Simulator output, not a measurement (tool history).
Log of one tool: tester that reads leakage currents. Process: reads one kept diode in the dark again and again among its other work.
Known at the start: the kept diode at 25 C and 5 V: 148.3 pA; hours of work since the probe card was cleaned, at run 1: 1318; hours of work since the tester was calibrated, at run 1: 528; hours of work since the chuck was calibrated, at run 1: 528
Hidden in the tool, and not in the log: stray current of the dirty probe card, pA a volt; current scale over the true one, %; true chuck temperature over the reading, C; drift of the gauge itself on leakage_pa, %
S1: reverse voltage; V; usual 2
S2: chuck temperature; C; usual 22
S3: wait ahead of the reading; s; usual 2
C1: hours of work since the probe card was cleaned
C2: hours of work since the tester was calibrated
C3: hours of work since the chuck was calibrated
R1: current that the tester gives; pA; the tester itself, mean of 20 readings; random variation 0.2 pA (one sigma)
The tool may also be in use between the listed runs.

run	hour	S1	S2	S3	C1	C2	C3	R1
1	0	2	22	2	1318	528	528	68.02
2	31.6	2	22	2	1342	552	552	68.34
3	66.9	2	22	2	1369	579	579	68.58
4	110	2	22	2	1401	611	611	68.87
5	142.1	2	22	2	1425	635	635	68.83
6	165.9	2	22	2	1443	653	653	69.32
7	200.9	1.37	22	2	1470	680	680	55.15
8	230.9	2	22	0.77	1492	702	702	69.43
9	260.5	2	22	0.77	1515	725	725	69.14
10	304.3	2	22	0.77	1548	758	758	69.48
11	342.3	2	22	0.77	1577	786	786	69.82
12	385.7	1.71	22	2	1609	819	819	63.78
13	405.1	1.56	41	2.59	1624	834	834	343.61
14	434.9	7.59	22	8.31	1646	856	856	155.68
15	478.7	2	35	0.69	1679	889	889	235.38
16	523.9	6.47	38	0.31	1714	924	924	618.55
17	560	18.08	38	4.65	1741	951	951	1141.86
18	601.3	1.63	55	1.36	1772	982	982	1131.78

Run 19 comes next. What will it give?
19	625.7	1.31	55	1.45	1790	1000	1000	?

R1: 995.85 pA
Without the tool's hidden state the same run would have given R1 934.57 pA.

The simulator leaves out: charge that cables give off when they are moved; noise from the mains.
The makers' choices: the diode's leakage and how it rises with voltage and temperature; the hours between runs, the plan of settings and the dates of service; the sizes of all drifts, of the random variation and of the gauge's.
